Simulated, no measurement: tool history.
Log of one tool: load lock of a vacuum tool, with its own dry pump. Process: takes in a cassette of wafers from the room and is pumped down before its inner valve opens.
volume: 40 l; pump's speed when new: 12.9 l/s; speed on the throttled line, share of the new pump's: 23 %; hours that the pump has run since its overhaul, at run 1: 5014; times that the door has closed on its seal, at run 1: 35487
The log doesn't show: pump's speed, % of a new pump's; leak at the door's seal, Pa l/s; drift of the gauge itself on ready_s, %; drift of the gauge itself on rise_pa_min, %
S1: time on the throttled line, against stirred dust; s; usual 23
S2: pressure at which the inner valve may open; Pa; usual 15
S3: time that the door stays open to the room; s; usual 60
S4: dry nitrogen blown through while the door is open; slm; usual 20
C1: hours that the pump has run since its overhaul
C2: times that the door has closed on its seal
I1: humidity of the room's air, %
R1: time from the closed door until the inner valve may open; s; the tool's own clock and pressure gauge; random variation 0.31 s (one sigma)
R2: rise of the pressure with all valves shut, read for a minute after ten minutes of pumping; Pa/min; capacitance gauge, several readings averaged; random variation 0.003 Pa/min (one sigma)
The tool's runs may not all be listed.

{"run": 1, "hour": 0.0, "S1": 23, "S2": 15, "S3": 60, "S4": 20, "C1": 5014, "C2": 35487, "I1": 43.2, "R1": 46.6, "R2": 0.256}
{"run": 2, "hour": 260.4, "S1": 23, "S2": 15, "S3": 60, "S4": 20, "C1": 5274, "C2": 36533, "I1": 49.3, "R1": 46.3, "R2": 0.277}
{"run": 3, "hour": 579.2, "S1": 23, "S2": 19, "S3": 60, "S4": 20, "C1": 5593, "C2": 37815, "I1": 44.0, "R1": 46.2, "R2": 0.279}
{"run": 4, "hour": 830.1, "S1": 23, "S2": 15, "S3": 60, "S4": 20, "C1": 5844, "C2": 38824, "I1": 47.8, "R1": 46.5, "R2": 0.296}
{"run": 5, "hour": 1087.5, "S1": 14, "S2": 15, "S3": 60, "S4": 20, "C1": 6102, "C2": 39859, "I1": 45.0, "R1": 39.2, "R2": 0.311}
{"run": 6, "hour": 1363.4, "S1": 14, "S2": 15, "S3": 60, "S4": 20, "C1": 6377, "C2": 40968, "I1": 47.1, "R1": 40.0, "R2": 0.322}
{"run": 7, "hour": 1519.0, "S1": 23, "S2": 15, "S3": 60, "S4": 20, "C1": 6533, "C2": 41593, "I1": 45.9, "R1": 46.2, "R2": 0.325}
{"run": 8, "hour": 1850.9, "S1": 23, "S2": 15, "S3": 179, "S4": 20, "C1": 6865, "C2": 42928, "I1": 46.7, "R1": 46.2, "R2": 0.351}
{"run": 9, "hour": 2135.1, "S1": 23, "S2": 15, "S3": 179, "S4": 20, "C1": 7149, "C2": 44070, "I1": 45.6, "R1": 46.4, "R2": 0.372}
{"run": 10, "hour": 2357.2, "S1": 23, "S2": 15, "S3": 179, "S4": 20, "C1": 7371, "C2": 44963, "I1": 44.8, "R1": 46.4, "R2": 0.38}
{"run": 11, "hour": 2690.8, "S1": 23, "S2": 15, "S3": 179, "S4": 20, "C1": 7705, "C2": 46305, "I1": 43.1, "R1": 46.3, "R2": 0.392}
{"run": 12, "hour": 2974.7, "S1": 23, "S2": 15, "S3": 179, "S4": 20, "C1": 7989, "C2": 47446, "I1": 44.9, "R1": 46.5, "R2": 0.413}
{"run": 13, "hour": 3145.6, "S1": 23, "S2": 15, "S3": 179, "S4": 20, "C1": 8160, "C2": 48133, "I1": 43.2, "R1": 46.7, "R2": 0.407}
{"run": 14, "hour": 3355.6, "S1": 46, "S2": 15, "S3": 179, "S4": 20, "C1": 8370, "C2": 48977, "I1": 44.5, "R1": 64.3, "R2": 0.439}
{"run": 15, "hour": 3674.5, "S1": 46, "S2": 15, "S3": 179, "S4": 20, "C1": 8689, "C2": 50259, "I1": 45.4, "R1": 64.4, "R2": 0.453}
{"run": 16, "hour": 3949.4, "S1": 46, "S2": 15, "S3": 179, "S4": 20, "C1": 8963, "C2": 51364, "I1": 43.4, "R1": 64.6, "R2": 0.457}
{"run": 17, "hour": 4251.3, "S1": 46, "S2": 15, "S3": 179, "S4": 20, "C1": 9265, "C2": 52578, "I1": 42.3, "R1": 64.7, "R2": 0.477}
{"run": 18, "hour": 4462.7, "S1": 23, "S2": 30, "S3": 84, "S4": 20, "C1": 9477, "C2": 53428, "I1": 44.3, "R1": 44.0, "R2": 0.49}
{"run": 19, "hour": 4682.2, "S1": 23, "S2": 30, "S3": 84, "S4": 20, "C1": 9696, "C2": 54310, "I1": 47.2, "R1": 45.0, "R2": 0.498}
{"run": 20, "hour": 4938.6, "S1": 18, "S2": 29, "S3": 60, "S4": 19, "C1": 9953, "C2": 55341, "I1": 42.3, "R1": 40.9, "R2": 0.519}
{"run": 21, "hour": 5178.0, "S1": 18, "S2": 29, "S3": 60, "S4": 19, "C1": 10192, "C2": 56303, "I1": 45.7, "R1": 40.4, "R2": 0.529}
{"run": 22, "hour": 5416.6, "S1": 18, "S2": 29, "S3": 60, "S4": 19, "C1": 10431, "C2": 57263, "I1": 46.7, "R1": 40.8, "R2": 0.547}
{"run": 23, "hour": 5649.9, "S1": 13, "S2": 29, "S3": 27, "S4": 7, "C1": 10664, "C2": 58201, "I1": 47.9, "R1": 37.1, "R2": 0.561}
{"run": 24, "hour": 5885.4, "S1": 13, "S2": 24, "S3": 126, "S4": 20, "C1": 10900, "C2": 59148, "I1": 44.3, "R1": 38.5, "R2": 0.576}
{"run": 25, "hour": 6214.4, "S1": 16, "S2": 15, "S3": 60, "S4": 20, "C1": 11228, "C2": 60470, "I1": 44.4, "R1": 42.3, "R2": 0.576}
{"run": 26, "hour": 6516.4, "S1": 16, "S2": 15, "S3": 60, "S4": 20, "C1": 11531, "C2": 61684, "I1": 40.5, "R1": 42.1, "R2": 0.599}
{"run": 27, "hour": 6828.2, "S1": 16, "S2": 18, "S3": 60, "S4": 21, "C1": 11842, "C2": 62938, "I1": 44.4, "R1": 41.6, "R2": 0.631}
{"run": 28, "hour": 7054.1, "S1": 17, "S2": 11, "S3": 154, "S4": 22, "C1": 12068, "C2": 63846, "I1": 42.6, "R1": 43.9, "R2": 0.649}
{"run": 29, "hour": 7287.9, "S1": 31, "S2": 15, "S3": 60, "S4": 6, "C1": 12302, "C2": 64786, "I1": 50.3, "R1": 53.2, "R2": 0.669}
{"run": 30, "hour": 7544.5, "S1": 31, "S2": 15, "S3": 60, "S4": 6, "C1": 12559, "C2": 65817, "I1": 45.6, "R1": 53.4, "R2": 0.673}
{"run": 31, "hour": 7815.8, "S1": 34, "S2": 19, "S3": 46, "S4": 36, "C1": 12830, "C2": 66908, "I1": 45.1, "R1": 54.8, "R2": 0.679}

Some steps in R1 between neighbouring runs. How much of each would the tool show without its hidden state too (settings, what came in, random variation), and how much is left for the hidden state, with any gauge scatter that isn't in both results?
Run 4 -> 5: S1 23 -> 14. R1 -7.3 s: hidden state +0.2, all else -7.5.
Run 13 -> 14: S1 23 -> 46. R1 +17.6 s: hidden state -0.3, all else +17.9.
Run 17 -> 18: S1 46 -> 23, S2 15 -> 30, S3 179 -> 84. R1 -20.7 s: hidden state +0.2, all else -20.9.
Run 28 -> 29: S1 17 -> 31, S2 11 -> 15, S3 154 -> 60, S4 22 -> 6. R1 +9.3 s: hidden state -0.3, all else +9.6.
